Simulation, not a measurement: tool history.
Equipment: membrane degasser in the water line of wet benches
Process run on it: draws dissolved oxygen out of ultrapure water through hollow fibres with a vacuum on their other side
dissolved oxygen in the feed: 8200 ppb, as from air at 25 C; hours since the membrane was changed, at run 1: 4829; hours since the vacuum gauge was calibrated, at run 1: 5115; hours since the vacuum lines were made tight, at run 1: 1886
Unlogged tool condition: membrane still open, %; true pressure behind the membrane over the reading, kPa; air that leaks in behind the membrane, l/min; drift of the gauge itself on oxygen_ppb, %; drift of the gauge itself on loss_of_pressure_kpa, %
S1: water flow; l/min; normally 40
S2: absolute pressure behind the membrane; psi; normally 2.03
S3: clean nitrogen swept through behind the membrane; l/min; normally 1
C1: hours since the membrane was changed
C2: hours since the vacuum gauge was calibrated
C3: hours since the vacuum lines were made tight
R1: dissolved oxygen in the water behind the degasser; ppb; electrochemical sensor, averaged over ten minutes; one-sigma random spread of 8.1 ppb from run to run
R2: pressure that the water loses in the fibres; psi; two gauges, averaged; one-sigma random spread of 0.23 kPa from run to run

| run | hour | S1 | S2 | S3 | C1 | C2 | C3 | R1 | R2 |
|---|---|---|---|---|---|---|---|---|---|
| 1 | 0 | 40 | 2.03 | 1 | 4829 | 5115 | 1886 | 840.6 | 8.905 |
| 2 | 229.9 | 40 | 2.03 | 1 | 5059 | 5345 | 2116 | 851.5 | 8.798 |
| 3 | 398 | 40 | 2.03 | 1 | 5227 | 5513 | 2284 | 873.4 | 8.891 |
| 4 | 540.6 | 40 | 1.83 | 1 | 5370 | 5656 | 2427 | 765.3 | 8.917 |
| 5 | 749 | 40 | 1.83 | 1 | 5578 | 5864 | 2635 | 769.7 | 8.959 |
| 6 | 981.1 | 40 | 2.03 | 1.08 | 5810 | 6096 | 2867 | 818.2 | 8.988 |
|  | 1087.9 | seals of the vacuum lines changed |
| 7 | 1230.6 | 62 | 2.03 | 1.08 | 6058 | 6344 | 143 | 1187.2 | 14.06 |
| 8 | 1423.4 | 40 | 2.68 | 1 | 6251 | 6537 | 336 | 1165.8 | 9.059 |
| 9 | 1582.4 | 40 | 2.68 | 1 | 6410 | 6696 | 495 | 1147 | 9.029 |
| 10 | 1823.1 | 40 | 3.74 | 1 | 6650 | 6936 | 735 | 1600.4 | 9.142 |
| 11 | 1935.8 | 40 | 2.03 | 1 | 6763 | 7049 | 848 | 870.6 | 9.142 |
| 12 | 2090.1 | 40 | 1.87 | 1 | 6917 | 7203 | 1002 | 785.9 | 9.113 |
| 13 | 2266.1 | 40 | 2.03 | 1 | 7093 | 7379 | 1178 | 879.9 | 9.168 |
| 14 | 2461.4 | 44 | 2.03 | 1 | 7289 | 7575 | 1374 | 919.1 | 10.115 |
| 15 | 2624.3 | 40 | 2.03 | 2.75 | 7452 | 7737 | 1536 | 380.9 | 9.275 |
| 16 | 2758.5 | 30 | 2.03 | 1 | 7586 | 7872 | 1671 | 695.1 | 6.899 |
| 17 | 2963.2 | 30 | 2.03 | 1 | 7790 | 8076 | 1875 | 688.3 | 6.981 |
|  | 2981.9 | vacuum gauge calibrated |
| 18 | 3181.5 | 30 | 2.2 | 0.64 | 8008 | 200 | 2093 | 1086.4 | 7.034 |
|  | 3398.6 | vacuum gauge calibrated, once more |
| 19 | 3427 | 30 | 2.2 | 2.3 | 8253 | 28 | 2338 | 356.6 | 7.004 |
| 20 | 3615 | 55 | 3.57 | 0.68 | 8441 | 216 | 2526 | 2374.8 | 12.908 |
| 21 | 3744.9 | 55 | 3.57 | 0.68 | 8571 | 346 | 2656 | 2307.2 | 12.9 |
| 22 | 3866.3 | 30 | 2.03 | 0.83 | 8693 | 468 | 2777 | 752.3 | 7.094 |
| 23 | 3994.1 | 38 | 3.1 | 0.47 | 8820 | 596 | 2905 | 2060.1 | 9.024 |
|  | 4062.2 | seals of the vacuum lines changed |
| 24 | 4132.5 | 35 | 1.93 | 1.35 | 8957 | 732 | 70 | 551.1 | 8.311 |
| 25 | 4302.8 | 35 | 1.93 | 1.08 | 9127 | 902 | 241 | 650 | 8.285 |
|  | 4389.8 | membrane cartridge changed |
| 26 | 4551.5 | 30 | 1.74 | 0.84 | 162 | 1147 | 485 | 610.3 | 6.167 |
| 27 | 4694.9 | 30 | 1.74 | 0.84 | 305 | 1290 | 629 | 618.6 | 6.177 |
| 28 | 4940.3 | 30 | 1.74 | 0.84 | 550 | 1536 | 874 | 610.4 | 6.148 |
| 29 | 5116.9 | 30 | 2.45 | 0.66 | 727 | 1712 | 1051 | 1100.4 | 6.179 |
| 30 | 5228.2 | 26 | 2.22 | 1.44 | 838 | 1824 | 1162 | 476 | 5.378 |
| 31 | 5443.2 | 26 | 2.22 | 1.44 | 1053 | 2039 | 1377 | 482.4 | 5.388 |

Below are 5 alternative next runs, each starting from the tool's condition after run 31. Predict each:
| A | 5573.7 | 48 | 4.73 | 0.71 | 1184 | 2169 | 1507 | ? | ? |
| B | 5573.7 | 53 | 2.22 | 1.44 | 1184 | 2169 | 1507 | ? | ? |
| C | 5573.7 | 40 | 2.45 | 1 | 1184 | 2169 | 1507 | ? | ? |
| D | 5573.7 | 39 | 2.03 | 1 | 1184 | 2169 | 1507 | ? | ? |
| E | 5573.7 | 28 | 2.03 | 1 | 1184 | 2169 | 1507 | ? | ? |

| run | R1 | R2 |
|---|---|---|
| A | 2596.3 | 9.984 |
| B | 894.7 | 11.068 |
| C | 1024 | 8.402 |
| D | 803.6 | 8.173 |
| E | 603.3 | 5.828 |
What these runs would have given with no unlogged condition in the tool:
| run | R1 | R2 |
|---|---|---|
| A | 2580.2 | 9.802 |
| B | 876 | 10.865 |
| C | 1007.1 | 8.248 |
| D | 786.6 | 8.023 |
| E | 590.4 | 5.722 |
